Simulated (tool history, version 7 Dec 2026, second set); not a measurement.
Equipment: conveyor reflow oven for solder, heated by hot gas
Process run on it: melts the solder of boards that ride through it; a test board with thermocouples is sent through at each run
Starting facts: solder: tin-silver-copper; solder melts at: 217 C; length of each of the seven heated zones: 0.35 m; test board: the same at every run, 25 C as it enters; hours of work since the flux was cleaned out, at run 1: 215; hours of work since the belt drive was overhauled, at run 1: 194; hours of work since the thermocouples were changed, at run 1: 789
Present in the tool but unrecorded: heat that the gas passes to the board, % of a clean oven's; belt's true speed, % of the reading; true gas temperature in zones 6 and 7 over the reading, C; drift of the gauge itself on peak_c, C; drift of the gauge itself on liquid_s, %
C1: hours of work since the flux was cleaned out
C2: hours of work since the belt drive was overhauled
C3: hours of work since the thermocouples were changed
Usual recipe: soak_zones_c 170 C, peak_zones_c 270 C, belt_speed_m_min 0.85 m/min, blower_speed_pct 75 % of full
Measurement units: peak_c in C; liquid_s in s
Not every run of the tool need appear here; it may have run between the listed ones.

Run 1, day 0: usual settings; C1 215; C2 194; C3 789. Result: peak_c 252.9 C, liquid_s 35.5 s.
Run 2, day 0.417: usual settings; C1 222; C2 202; C3 796. Result: peak_c 252.3 C, liquid_s 35.9 s.
Run 3, day 0.617: usual settings; C1 226; C2 205; C3 800. Result: peak_c 252.7 C, liquid_s 36 s.
Run 4, day 0.896: usual settings; C1 231; C2 210; C3 805. Result: peak_c 252.1 C, liquid_s 35.8 s.
Run 5, day 1.083: usual settings but blower_speed_pct 68 % of full; C1 234; C2 213; C3 808. Result: peak_c 249.9 C, liquid_s 34.5 s.
Run 6, day 1.392: usual settings but blower_speed_pct 68 % of full; C1 239; C2 219; C3 814. Result: peak_c 249.6 C, liquid_s 34.6 s.
Run 7, day 1.596: usual settings but blower_speed_pct 68 % of full; C1 243; C2 223; C3 817. Result: peak_c 249.7 C, liquid_s 34.1 s.
Run 8, day 1.804: usual settings but blower_speed_pct 68 % of full; C1 247; C2 226; C3 821. Result: peak_c 250.7 C, liquid_s 34.1 s.
Run 9, day 2.2: usual settings; C1 254; C2 233; C3 828. Result: peak_c 252.1 C, liquid_s 36.1 s.
Run 10, day 2.538: usual settings but soak_zones_c 158 C, blower_speed_pct 51 % of full; C1 260; C2 239; C3 834. Result: peak_c 238.9 C, liquid_s 23.9 s.
Run 11, day 2.825: usual settings but soak_zones_c 158 C, blower_speed_pct 51 % of full; C1 265; C2 244; C3 839. Result: peak_c 238.8 C, liquid_s 23.3 s.
Run 12, day 3.204: usual settings but peak_zones_c 273 C, belt_speed_m_min 1.002 m/min; C1 272; C2 251; C3 846. Result: peak_c 247.9 C, liquid_s 27.6 s.
Run 13, day 3.55: usual settings but peak_zones_c 273 C, belt_speed_m_min 1.002 m/min; C1 278; C2 257; C3 852. Result: peak_c 247.9 C, liquid_s 28.1 s.

What does the tool deliver on the next run?
Run 14, day 3.8: usual settings but peak_zones_c 273 C, belt_speed_m_min 1.002 m/min; C1 282; C2 262; C3 857. Result: peak_c ?, liquid_s ?.

peak_c: 248.3 C
liquid_s: 27.8 s
With no hidden state in the tool, this same run would have given peak_c 249.7 C, liquid_s 28.7 s.
